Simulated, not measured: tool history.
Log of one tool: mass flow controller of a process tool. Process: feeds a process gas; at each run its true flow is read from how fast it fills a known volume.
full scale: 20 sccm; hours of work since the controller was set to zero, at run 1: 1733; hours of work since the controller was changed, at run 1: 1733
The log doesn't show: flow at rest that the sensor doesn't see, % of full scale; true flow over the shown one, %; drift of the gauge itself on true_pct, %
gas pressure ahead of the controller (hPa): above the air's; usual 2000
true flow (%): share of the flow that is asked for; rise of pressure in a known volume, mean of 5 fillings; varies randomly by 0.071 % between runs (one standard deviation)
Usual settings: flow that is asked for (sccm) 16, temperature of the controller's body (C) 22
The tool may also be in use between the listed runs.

| run | hour | flow that is asked for (sccm) | gas pressure ahead of the controller (hPa) | temperature of the controller's body (C) | hours of work since the controller was set to zero | hours of work since the controller was changed | true flow (%) |
|---|---|---|---|---|---|---|---|
| 1 | 0.0 | 16 | 2000 | 22 | 1733 | 1733 | 98.33 |
| 2 | 212.7 | 16 | 2000 | 22 | 1883 | 1883 | 98.17 |
| 3 | 453.6 | 16 | 2000 | 22 | 2053 | 2053 | 98.22 |
| 4 | 740.3 | 3 | 2000 | 22 | 2256 | 2256 | 92.86 |
| 5 | 878.9 | 16 | 2660 | 22 | 2354 | 2354 | 97.54 |
| 6 | 1074.4 | 3 | 2000 | 22 | 2492 | 2492 | 92.31 |
| 7 | 1337.6 | 16 | 2000 | 22 | 2678 | 2678 | 97.70 |
| 8 | 1545.2 | 16 | 2000 | 22 | 2824 | 2824 | 97.69 |
| 9 | 1780.4 | 16 | 2000 | 22 | 2990 | 2990 | 97.59 |
| 10 | 2057.8 | 10 | 1450 | 22 | 3186 | 3186 | 96.30 |
| 11 | 2237.2 | 9 | 1680 | 40 | 3313 | 3313 | 94.34 |
| 12 | 2528.5 | 16 | 2390 | 27 | 3519 | 3519 | 96.81 |
| 13 | 2824.1 | 15 | 1430 | 24 | 3728 | 3728 | 96.91 |
| 14 | 2984.5 | 12 | 2000 | 22 | 3841 | 3841 | 95.97 |
| 15 | 3291.2 | 12 | 2000 | 22 | 4058 | 4058 | 95.77 |

Consider 5 possible next runs. They are alternatives, not a sequence: every one starts from the tool as it was left by run 15. What does each give?
| A | 3531.6 | 15 | 1790 | 28 | 4228 | 4228 | ? |
| B | 3531.6 | 6 | 2650 | 22 | 4228 | 4228 | ? |
| C | 3531.6 | 3 | 2000 | 25 | 4228 | 4228 | ? |
| D | 3531.6 | 12 | 1800 | 34 | 4228 | 4228 | ? |
| E | 3531.6 | 4 | 2000 | 23 | 4228 | 4228 | ? |

| run | true flow (%) |
|---|---|
| A | 96.31 |
| B | 92.59 |
| C | 88.72 |
| D | 95.06 |
| E | 90.87 |
Stripped of hidden state, with their random variation kept, the same runs would have yielded:
| run | true flow (%) |
|---|---|
| A | 99.17 |
| B | 97.65 |
| C | 97.45 |
| D | 98.29 |
| E | 97.77 |

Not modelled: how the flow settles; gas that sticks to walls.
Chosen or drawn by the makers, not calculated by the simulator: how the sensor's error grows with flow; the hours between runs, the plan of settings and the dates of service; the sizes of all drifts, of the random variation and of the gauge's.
